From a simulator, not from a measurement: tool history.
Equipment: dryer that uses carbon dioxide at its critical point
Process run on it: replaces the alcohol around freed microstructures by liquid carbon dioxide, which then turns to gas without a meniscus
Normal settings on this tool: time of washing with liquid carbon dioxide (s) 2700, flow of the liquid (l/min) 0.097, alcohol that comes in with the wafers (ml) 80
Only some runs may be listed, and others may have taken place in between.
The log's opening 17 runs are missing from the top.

run,hour,time of washing with liquid carbon dioxide (s),flow of the liquid (l/min),alcohol that comes in with the wafers (ml),alcohol left in the vessel before it's heated (ppm by volume)
18,109.9,2700,0.097,80,43
19,114.5,2700,0.097,80,47
20,121,2700,0.097,80,47
21,125.8,2700,0.097,80,51
22,130.7,2040,0.097,75,241
23,136.5,3120,0.097,34,18
24,142.4,3120,0.097,34,19
25,151.8,3120,0.0613,34,141
26,160,2700,0.0767,80,190
27,165.6,2820,0.1028,28,25
28,174.1,2820,0.0743,77,171
29,179.9,1740,0.1146,80,265
30,184.6,1740,0.1146,80,263
31,188.9,1860,0.1178,91,160
32,196,2400,0.1164,86,47
33,201.1,2700,0.0882,51,64
34,207,2700,0.0813,51,96
35,215.2,2700,0.1621,100,17
36,221.7,2700,0.1621,100,18
37,230.5,2700,0.1621,72,14
38,238,2700,0.1621,72,18
39,242,2700,0.1621,72,17
40,248.8,2700,0.1621,72,28
41,257.7,2580,0.0617,80,911

Alternative continuations, all from the tool just after run 41; predict every row:
A,267.2,1920,0.0686,22,?
B,267.2,1680,0.1029,37,?
C,267.2,2280,0.0624,23,?

run,alcohol left in the vessel before it's heated (ppm by volume)
A,622
B,305
C,453
Take away the tool's hidden state, keep each run's random variation, and the runs would have read:
run,alcohol left in the vessel before it's heated (ppm by volume)
A,529
B,242
C,376

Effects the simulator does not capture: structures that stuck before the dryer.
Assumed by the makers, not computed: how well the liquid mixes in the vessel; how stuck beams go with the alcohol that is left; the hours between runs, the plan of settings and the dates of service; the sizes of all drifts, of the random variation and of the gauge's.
